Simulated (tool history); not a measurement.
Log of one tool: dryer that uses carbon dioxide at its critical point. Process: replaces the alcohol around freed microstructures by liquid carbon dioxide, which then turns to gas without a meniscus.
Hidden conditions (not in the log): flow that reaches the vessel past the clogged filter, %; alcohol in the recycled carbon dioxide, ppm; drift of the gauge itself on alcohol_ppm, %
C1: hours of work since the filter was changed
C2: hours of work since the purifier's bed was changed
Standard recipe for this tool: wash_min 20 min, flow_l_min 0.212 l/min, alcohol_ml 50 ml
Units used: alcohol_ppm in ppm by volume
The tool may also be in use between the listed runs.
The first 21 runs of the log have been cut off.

{"run": 22, "hour": 295.6, "wash_min": 20, "flow_l_min": 0.212, "alcohol_ml": 50, "C1": 48, "C2": 308, "alcohol_ppm": 245}
{"run": 23, "hour": 311.7, "wash_min": 20, "flow_l_min": 0.212, "alcohol_ml": 34, "C1": 58, "C2": 318, "alcohol_ppm": 206}
{"run": 24, "hour": 330.6, "wash_min": 20, "flow_l_min": 0.212, "alcohol_ml": 34, "C1": 70, "C2": 330, "alcohol_ppm": 217}
{"run": 25, "hour": 348.7, "wash_min": 20, "flow_l_min": 0.13, "alcohol_ml": 42, "C1": 81, "C2": 341, "alcohol_ppm": 1852}
{"run": 26, "hour": 362.7, "wash_min": 20, "flow_l_min": 0.13, "alcohol_ml": 42, "C1": 90, "C2": 350, "alcohol_ppm": 1938}
{"run": 27, "hour": 377.7, "wash_min": 20, "flow_l_min": 0.13, "alcohol_ml": 42, "C1": 99, "C2": 359, "alcohol_ppm": 2088}
{"run": 28, "hour": 394.6, "wash_min": 20, "flow_l_min": 0.226, "alcohol_ml": 21, "C1": 110, "C2": 370, "alcohol_ppm": 184}
{"run": 29, "hour": 403.4, "wash_min": 20, "flow_l_min": 0.226, "alcohol_ml": 40, "C1": 115, "C2": 375, "alcohol_ppm": 251}
{"run": 30, "hour": 412.0, "wash_min": 20, "flow_l_min": 0.226, "alcohol_ml": 86, "C1": 121, "C2": 381, "alcohol_ppm": 432}
{"run": 31, "hour": 425.2, "wash_min": 20, "flow_l_min": 0.212, "alcohol_ml": 78, "C1": 129, "C2": 389, "alcohol_ppm": 563}

For run 32, what comes out?
{"run": 32, "hour": 445.5, "wash_min": 17, "flow_l_min": 0.212, "alcohol_ml": 23, "C1": 142, "C2": 402, "alcohol_ppm": "?"}

{"run 32": {"alcohol_ppm": 450}}
With no hidden state in the tool, this same run would have given alcohol_ppm 133 ppm by volume.
